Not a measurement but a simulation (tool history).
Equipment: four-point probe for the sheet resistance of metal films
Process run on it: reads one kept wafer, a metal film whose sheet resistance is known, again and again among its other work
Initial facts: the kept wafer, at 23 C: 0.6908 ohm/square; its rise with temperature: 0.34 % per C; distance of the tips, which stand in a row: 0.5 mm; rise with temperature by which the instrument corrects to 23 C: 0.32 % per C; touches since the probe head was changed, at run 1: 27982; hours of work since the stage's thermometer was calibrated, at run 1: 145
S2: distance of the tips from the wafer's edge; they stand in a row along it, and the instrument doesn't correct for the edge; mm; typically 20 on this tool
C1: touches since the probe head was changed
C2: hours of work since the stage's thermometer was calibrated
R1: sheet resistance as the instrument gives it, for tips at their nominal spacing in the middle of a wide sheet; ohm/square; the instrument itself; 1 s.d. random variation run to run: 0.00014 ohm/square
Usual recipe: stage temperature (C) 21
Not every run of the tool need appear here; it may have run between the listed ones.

{"run": 1, "hour": 0.0, "stage temperature (C)": 21, "S2": 20, "C1": 27982, "C2": 145, "R1": 0.690079}
{"run": 2, "hour": 13.8, "stage temperature (C)": 29, "S2": 20, "C1": 28370, "C2": 156, "R1": 0.690838}
{"run": 3, "hour": 29.4, "stage temperature (C)": 29, "S2": 20, "C1": 28808, "C2": 167, "R1": 0.691308}
{"run": 4, "hour": 45.7, "stage temperature (C)": 29, "S2": 20, "C1": 29264, "C2": 179, "R1": 0.69085}
{"run": 5, "hour": 55.7, "stage temperature (C)": 29, "S2": 20, "C1": 29546, "C2": 187, "R1": 0.690954}
{"run": 6, "hour": 66.1, "stage temperature (C)": 29, "S2": 20, "C1": 29838, "C2": 195, "R1": 0.691242}
{"run": 7, "hour": 74.3, "stage temperature (C)": 29, "S2": 20, "C1": 30067, "C2": 201, "R1": 0.691259}
{"run": 8, "hour": 86.8, "stage temperature (C)": 21, "S2": 20, "C1": 30417, "C2": 210, "R1": 0.690315}
{"run": 9, "hour": 98.3, "stage temperature (C)": 21, "S2": 20, "C1": 30740, "C2": 219, "R1": 0.690167}
{"run": 10, "hour": 110.9, "stage temperature (C)": 18, "S2": 20, "C1": 31096, "C2": 228, "R1": 0.689744}
{"run": 11, "hour": 125.9, "stage temperature (C)": 18, "S2": 20, "C1": 31517, "C2": 239, "R1": 0.690047}
{"run": 12, "hour": 137.8, "stage temperature (C)": 21, "S2": 20, "C1": 31849, "C2": 248, "R1": 0.690329}
{"run": 13, "hour": 150.9, "stage temperature (C)": 19, "S2": 20, "C1": 32216, "C2": 258, "R1": 0.689937}
{"run": 14, "hour": 160.1, "stage temperature (C)": 19, "S2": 68, "C1": 32474, "C2": 265, "R1": 0.690097}
{"run": 15, "hour": 175.8, "stage temperature (C)": 19, "S2": 68, "C1": 32917, "C2": 277, "R1": 0.690129}
{"run": 16, "hour": 191.7, "stage temperature (C)": 21, "S2": 23, "C1": 33363, "C2": 289, "R1": 0.690495}
{"run": 17, "hour": 203.1, "stage temperature (C)": 21, "S2": 18, "C1": 33682, "C2": 297, "R1": 0.690535}
{"run": 18, "hour": 216.3, "stage temperature (C)": 21, "S2": 22, "C1": 34053, "C2": 307, "R1": 0.690645}
{"run": 19, "hour": 231.3, "stage temperature (C)": 21, "S2": 22, "C1": 34473, "C2": 318, "R1": 0.690511}
{"run": 20, "hour": 246.8, "stage temperature (C)": 22, "S2": 44, "C1": 34908, "C2": 330, "R1": 0.69058}
{"run": 21, "hour": 257.9, "stage temperature (C)": 24, "S2": 44, "C1": 35221, "C2": 338, "R1": 0.690947}
{"run": 22, "hour": 272.1, "stage temperature (C)": 34, "S2": 5, "C1": 35619, "C2": 349, "R1": 0.69573}
{"run": 23, "hour": 287.5, "stage temperature (C)": 35, "S2": 7, "C1": 36051, "C2": 360, "R1": 0.693829}
{"run": 24, "hour": 298.2, "stage temperature (C)": 35, "S2": 7, "C1": 36350, "C2": 368, "R1": 0.694369}
{"run": 25, "hour": 307.8, "stage temperature (C)": 18, "S2": 5, "C1": 36622, "C2": 375, "R1": 0.693793}
{"run": 26, "hour": 317.7, "stage temperature (C)": 29, "S2": 5, "C1": 36899, "C2": 383, "R1": 0.695266}
{"run": 27, "hour": 328.6, "stage temperature (C)": 22, "S2": 3, "C1": 37205, "C2": 391, "R1": 0.700935}
{"run": 28, "hour": 338.3, "stage temperature (C)": 25, "S2": 5, "C1": 37476, "C2": 398, "R1": 0.694925}
{"run": 29, "hour": 354.2, "stage temperature (C)": 25, "S2": 5, "C1": 37924, "C2": 410, "R1": 0.69471}
{"run": 30, "hour": 367.7, "stage temperature (C)": 25, "S2": 12, "C1": 38302, "C2": 420, "R1": 0.691737}
{"run": 31, "hour": 380.4, "stage temperature (C)": 25, "S2": 12, "C1": 38658, "C2": 430, "R1": 0.691969}
{"run": 32, "hour": 388.9, "stage temperature (C)": 19, "S2": 69, "C1": 38896, "C2": 436, "R1": 0.690189}
{"run": 33, "hour": 395.9, "stage temperature (C)": 19, "S2": 69, "C1": 39094, "C2": 441, "R1": 0.690328}
{"run": 34, "hour": 409.3, "stage temperature (C)": 19, "S2": 69, "C1": 39469, "C2": 451, "R1": 0.690365}
{"run": 35, "hour": 416.7, "stage temperature (C)": 28, "S2": 69, "C1": 39676, "C2": 457, "R1": 0.691708}
{"run": 36, "hour": 425.6, "stage temperature (C)": 28, "S2": 69, "C1": 39926, "C2": 463, "R1": 0.691676}

Consider 5 possible next runs. They are alternatives, not a sequence: every one starts from the tool as it was left by run 36. What does each give?
{"run": "A", "hour": 440.5, "stage temperature (C)": 29, "S2": 6, "C1": 40344, "C2": 474, "R1": "?"}
{"run": "B", "hour": 440.5, "stage temperature (C)": 22, "S2": 9, "C1": 40344, "C2": 474, "R1": "?"}
{"run": "C", "hour": 440.5, "stage temperature (C)": 32, "S2": 6, "C1": 40344, "C2": 474, "R1": "?"}
{"run": "D", "hour": 440.5, "stage temperature (C)": 22, "S2": 21, "C1": 40344, "C2": 474, "R1": "?"}
{"run": "E", "hour": 440.5, "stage temperature (C)": 18, "S2": 69, "C1": 40344, "C2": 474, "R1": "?"}

run=A R1=0.694182
run=B R1=0.69194
run=C R1=0.69482
run=D R1=0.691228
run=E R1=0.690353
Without the tool's unlogged condition, the same runs would have read:
run=A R1=0.693933
run=B R1=0.691694
run=C R1=0.694568
run=D R1=0.690983
run=E R1=0.69011
